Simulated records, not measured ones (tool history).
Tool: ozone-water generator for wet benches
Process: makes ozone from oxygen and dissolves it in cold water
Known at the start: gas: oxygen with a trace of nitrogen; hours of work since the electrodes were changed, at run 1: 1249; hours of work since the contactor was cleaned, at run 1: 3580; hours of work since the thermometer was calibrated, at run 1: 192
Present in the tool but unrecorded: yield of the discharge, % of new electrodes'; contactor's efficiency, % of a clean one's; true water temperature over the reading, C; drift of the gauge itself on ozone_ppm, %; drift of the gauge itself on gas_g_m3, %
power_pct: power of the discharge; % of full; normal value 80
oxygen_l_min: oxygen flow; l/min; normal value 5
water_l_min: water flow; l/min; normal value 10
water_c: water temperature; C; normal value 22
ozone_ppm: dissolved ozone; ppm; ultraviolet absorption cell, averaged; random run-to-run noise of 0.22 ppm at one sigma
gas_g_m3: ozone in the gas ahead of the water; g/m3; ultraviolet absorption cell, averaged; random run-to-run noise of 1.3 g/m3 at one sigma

run	day	power_pct	oxygen_l_min	water_l_min	water_c	hours of work since the electrodes were changed	hours of work since the contactor was cleaned	hours of work since the thermometer was calibrated	ozone_ppm	gas_g_m3
1	0	80	5	10	22	1249	3580	192	29.6	233.7
2	4.171	80	5	10	22	1332	3663	274	29.5	235
3	6.629	80	5	10	22	1381	3712	323	29.5	235.9
4	9.258	80	5	10	22	1433	3764	375	29.5	232.2
5	13.304	80	5	10	22	1513	3844	456	29.2	233.3
6	16.479	80	5	10	22	1576	3907	519	29.7	234.1
7	19.55	80	5	10	22	1637	3968	580	29.2	235.5
8	22.388	54	5	10	22	1693	4024	636	22.5	178.5
9	24.958	54	2.91	10	22	1744	4075	687	21.6	215.2
10	27.338	54	2.91	10	22	1791	4123	734	21.4	217
11	31.617	80	5	9	22	1876	4207	819	30.8	231.1
12	34.838	80	5	9	22	1940	4271	883	30.7	228.9
13	38.692	43	5	9	22	2017	4348	959	20.3	153.4
14	41.4	52	5	9	22	2070	4402	1013	23.2	174.6
15	43.729	52	5	9	22	2117	4448	1059	22.8	173.1
16	45.658	41	5	8	22	2155	4486	1098	21.3	149.4
17	48.738	71	5	8	27	2216	4547	1159	26.9	212.6
# day 49.175: contactor cleaned
18	51.908	71	5	8	27	2276	54	1218	26.7	210.8
19	53.925	71	5	8	27	2316	94	1258	26.3	211.1
20	56.692	80	3.77	15	22	2370	149	1313	20.8	253.9
21	58.633	60	7.44	10	22	2409	188	1352	23.2	166.1
22	60.875	60	7.44	10	22	2453	232	1396	23.1	162.9
23	64	43	5	10	29	2515	294	1458	16.2	153.1
# day 65.308: contactor cleaned, once more
24	67.808	64	3.26	10	21	2588	50	1530	25.7	229.7
25	70.617	80	5	6	17	2643	105	1586	43.5	227.4
26	72.854	64	5	6	22	2688	150	1631	33.5	197.6
27	74.983	64	5	6	22	2730	192	1673	33.5	198

Branching from run 27: 3 alternative next runs. What would each branch give?
A	79.308	80	5	10	22	2816	278	1759	?	?
B	79.308	64	5	9	22	2816	278	1759	?	?
C	79.308	78	5	10	15	2816	278	1759	?	?

run	ozone_ppm	gas_g_m3
A	29.9	226.9
B	27.4	194.2
C	33.9	223
What these runs would have given with no unlogged condition in the tool:
run	ozone_ppm	gas_g_m3
A	31.8	239.6
B	28.9	203.5
C	36	235.3

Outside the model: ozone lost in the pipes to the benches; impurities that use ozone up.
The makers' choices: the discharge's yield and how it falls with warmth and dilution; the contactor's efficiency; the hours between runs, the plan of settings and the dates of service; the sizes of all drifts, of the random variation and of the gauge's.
